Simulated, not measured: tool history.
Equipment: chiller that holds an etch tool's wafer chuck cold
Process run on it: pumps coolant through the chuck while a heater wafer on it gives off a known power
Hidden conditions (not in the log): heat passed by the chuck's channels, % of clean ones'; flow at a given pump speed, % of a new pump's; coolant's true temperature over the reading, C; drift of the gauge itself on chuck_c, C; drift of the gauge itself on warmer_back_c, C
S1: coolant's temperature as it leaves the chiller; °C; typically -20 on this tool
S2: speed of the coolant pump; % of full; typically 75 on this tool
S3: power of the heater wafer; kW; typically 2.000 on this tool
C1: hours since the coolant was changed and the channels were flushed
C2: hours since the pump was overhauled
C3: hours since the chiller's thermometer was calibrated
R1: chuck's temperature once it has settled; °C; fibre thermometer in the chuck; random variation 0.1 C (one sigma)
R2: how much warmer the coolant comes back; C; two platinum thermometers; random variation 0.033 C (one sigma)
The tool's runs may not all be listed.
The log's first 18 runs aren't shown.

{"run": 19, "hour": 527.1, "S1": -28, "S2": 65, "S3": 1.102, "C1": 253, "C2": 1634, "C3": 476, "R1": -18.8, "R2": 3.05}
{"run": 20, "hour": 552.6, "S1": -27, "S2": 87, "S3": 2.472, "C1": 279, "C2": 1659, "C3": 501, "R1": -10.8, "R2": 5.06}
{"run": 21, "hour": 591.3, "S1": -22, "S2": 90, "S3": 1.363, "C1": 317, "C2": 1698, "C3": 540, "R1": -13.5, "R2": 2.65}
{"run": 22, "hour": 622.6, "S1": -22, "S2": 90, "S3": 1.363, "C1": 349, "C2": 1729, "C3": 571, "R1": -13.2, "R2": 2.69}
{"run": 23, "hour": 645.5, "S1": -22, "S2": 90, "S3": 1.363, "C1": 372, "C2": 1752, "C3": 594, "R1": -13.3, "R2": 2.7}
{"run": 24, "hour": 671.8, "S1": -30, "S2": 69, "S3": 1.829, "C1": 398, "C2": 1778, "C3": 620, "R1": -15.5, "R2": 4.71}
{"run": 25, "hour": 706.3, "S1": -21, "S2": 91, "S3": 1.404, "C1": 432, "C2": 1813, "C3": 655, "R1": -12.1, "R2": 2.72}
{"run": 26, "hour": 723.9, "S1": -21, "S2": 91, "S3": 1.908, "C1": 450, "C2": 1830, "C3": 672, "R1": -9.0, "R2": 3.72}
{"run": 27, "hour": 758.6, "S1": -21, "S2": 91, "S3": 1.576, "C1": 485, "C2": 1865, "C3": 707, "R1": -11.1, "R2": 3.08}
{"run": 28, "hour": 792.3, "S1": -15, "S2": 73, "S3": 2.0, "C1": 518, "C2": 1899, "C3": 741, "R1": 0.1, "R2": 4.88}
{"run": 29, "hour": 809.9, "S1": -17, "S2": 75, "S3": 2.0, "C1": 536, "C2": 1916, "C3": 758, "R1": -2.3, "R2": 4.73}
{"run": 30, "hour": 837.9, "S1": -20, "S2": 75, "S3": 2.949, "C1": 564, "C2": 1944, "C3": 786, "R1": 1.9, "R2": 7.0}

Forecast each of these 5 alternatives for the next run:
{"run": "A", "hour": 859.0, "S1": -15, "S2": 93, "S3": 1.344, "C1": 585, "C2": 1965, "C3": 807, "R1": "?", "R2": "?"}
{"run": "B", "hour": 859.0, "S1": -24, "S2": 67, "S3": 2.688, "C1": 585, "C2": 1965, "C3": 807, "R1": "?", "R2": "?"}
{"run": "C", "hour": 859.0, "S1": -20, "S2": 74, "S3": 2.169, "C1": 585, "C2": 1965, "C3": 807, "R1": "?", "R2": "?"}
{"run": "D", "hour": 859.0, "S1": -14, "S2": 84, "S3": 1.664, "C1": 585, "C2": 1965, "C3": 807, "R1": "?", "R2": "?"}
{"run": "E", "hour": 859.0, "S1": -20, "S2": 96, "S3": 2.336, "C1": 585, "C2": 1965, "C3": 807, "R1": "?", "R2": "?"}

run=A R1=-6.6 R2=2.58
run=B R1=-2.1 R2=7.15
run=C R1=-3.8 R2=5.30
run=D R1=-2.9 R2=3.53
run=E R1=-6.0 R2=4.27
What these runs would have given with no unlogged condition in the tool:
run=A R1=-6.7 R2=2.58
run=B R1=-2.1 R2=7.15
run=C R1=-3.8 R2=5.29
run=D R1=-2.9 R2=3.53
run=E R1=-6.0 R2=4.27
